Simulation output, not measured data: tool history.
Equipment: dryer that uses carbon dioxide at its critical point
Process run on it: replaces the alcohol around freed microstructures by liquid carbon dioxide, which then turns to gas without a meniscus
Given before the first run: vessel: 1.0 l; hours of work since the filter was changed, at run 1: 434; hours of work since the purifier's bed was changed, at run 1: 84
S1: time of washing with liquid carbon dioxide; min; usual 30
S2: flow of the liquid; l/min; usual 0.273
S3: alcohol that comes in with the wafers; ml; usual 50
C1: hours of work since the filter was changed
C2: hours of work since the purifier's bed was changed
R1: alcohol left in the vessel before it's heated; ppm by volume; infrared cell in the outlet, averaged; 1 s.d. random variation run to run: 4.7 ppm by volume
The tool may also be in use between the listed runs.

run 1 hour=0.0 | S1=30 S2=0.273 S3=50 | C1=434 C2=84 | R1=52
run 2 hour=25.9 | S1=30 S2=0.273 S3=50 | C1=447 C2=97 | R1=52
run 3 hour=61.7 | S1=30 S2=0.273 S3=95 | C1=465 C2=116 | R1=82
run 4 hour=91.6 | S1=30 S2=0.397 S3=50 | C1=481 C2=131 | R1=28
-- hour=117.7 inlet filter changed
run 5 hour=130.8 | S1=30 S2=0.397 S3=50 | C1=7 C2=151 | R1=30
run 6 hour=175.9 | S1=30 S2=0.397 S3=50 | C1=30 C2=174 | R1=27
run 7 hour=222.2 | S1=44 S2=0.340 S3=66 | C1=54 C2=198 | R1=34
run 8 hour=266.5 | S1=44 S2=0.340 S3=66 | C1=77 C2=221 | R1=33
run 9 hour=299.5 | S1=30 S2=0.371 S3=50 | C1=94 C2=238 | R1=29
run 10 hour=329.2 | S1=24 S2=0.169 S3=50 | C1=109 C2=253 | R1=1212
run 11 hour=355.3 | S1=36 S2=0.219 S3=37 | C1=122 C2=267 | R1=58
run 12 hour=398.8 | S1=30 S2=0.175 S3=94 | C1=145 C2=289 | R1=783

What if the next run were any one of these 3? Each begins from the tool's condition after run 12:
run A hour=427.9 | S1=29 S2=0.175 S3=52 | C1=160 C2=304 | R1=?
run B hour=427.9 | S1=26 S2=0.386 S3=94 | C1=160 C2=304 | R1=?
run C hour=427.9 | S1=30 S2=0.185 S3=94 | C1=160 C2=304 | R1=?

run=A R1=536
run=B R1=46
run=C R1=605
What these runs would have given with no unlogged condition in the tool:
run=A R1=418
run=B R1=4
run=C R1=468

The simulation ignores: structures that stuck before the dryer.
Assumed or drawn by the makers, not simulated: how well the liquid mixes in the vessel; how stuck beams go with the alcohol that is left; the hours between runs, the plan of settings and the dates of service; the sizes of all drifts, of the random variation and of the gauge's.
